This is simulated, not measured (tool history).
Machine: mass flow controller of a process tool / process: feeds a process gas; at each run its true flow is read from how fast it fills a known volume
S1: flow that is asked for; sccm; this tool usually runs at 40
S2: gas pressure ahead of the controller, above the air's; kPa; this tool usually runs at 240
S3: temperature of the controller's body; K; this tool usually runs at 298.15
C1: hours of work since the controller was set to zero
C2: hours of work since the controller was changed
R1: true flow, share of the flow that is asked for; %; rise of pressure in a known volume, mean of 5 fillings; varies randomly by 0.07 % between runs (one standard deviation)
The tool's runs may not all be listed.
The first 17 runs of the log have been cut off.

| run | hour | S1 | S2 | S3 | C1 | C2 | R1 |
|---|---|---|---|---|---|---|---|
| 18 | 3294.4 | 88 | 242 | 301.15 | 94 | 1763 | 98.95 |
| 19 | 3454.9 | 11 | 150 | 295.15 | 152 | 1822 | 95.29 |
| 20 | 3677.4 | 11 | 150 | 295.15 | 233 | 1903 | 95.22 |
| 21 | 3879.3 | 31 | 191 | 300.15 | 307 | 1977 | 96.62 |
| 22 | 4102 | 31 | 191 | 300.15 | 388 | 2058 | 96.79 |
| 23 | 4358 | 26 | 219 | 302.15 | 482 | 2151 | 96.35 |
|  | 4414.2 | controller's zero set anew, once more |
| 24 | 4599.1 | 63 | 239 | 302.15 | 67 | 2239 | 98.24 |
| 25 | 4848.3 | 13 | 261 | 298.15 | 158 | 2330 | 96.95 |
| 26 | 5070.2 | 40 | 153 | 298.15 | 239 | 2411 | 97.34 |
| 27 | 5307.4 | 40 | 153 | 298.15 | 326 | 2498 | 97.25 |
| 28 | 5515.1 | 40 | 153 | 298.15 | 402 | 2574 | 97.29 |
| 29 | 5634.5 | 11 | 222 | 303.15 | 445 | 2617 | 96.29 |
| 30 | 5760.4 | 18 | 222 | 303.15 | 491 | 2663 | 96.67 |
| 31 | 5905.2 | 68 | 250 | 303.15 | 544 | 2716 | 98.27 |

Below are 5 alternative next runs, each starting from the tool's condition after run 31. Predict each:
| A | 6134 | 68 | 250 | 303.15 | 628 | 2799 | ? |
| B | 6134 | 68 | 250 | 295.15 | 628 | 2799 | ? |
| C | 6134 | 44 | 250 | 303.15 | 628 | 2799 | ? |
| D | 6134 | 68 | 233 | 312.15 | 628 | 2799 | ? |
| E | 6134 | 40 | 256 | 307.15 | 628 | 2799 | ? |

| run | R1 |
|---|---|
| A | 98.24 |
| B | 98.69 |
| C | 97.59 |
| D | 97.6 |
| E | 97.12 |
What these runs would have given with no unlogged condition in the tool:
| run | R1 |
|---|---|
| A | 98.93 |
| B | 99.38 |
| C | 98.3 |
| D | 98.29 |
| E | 97.84 |

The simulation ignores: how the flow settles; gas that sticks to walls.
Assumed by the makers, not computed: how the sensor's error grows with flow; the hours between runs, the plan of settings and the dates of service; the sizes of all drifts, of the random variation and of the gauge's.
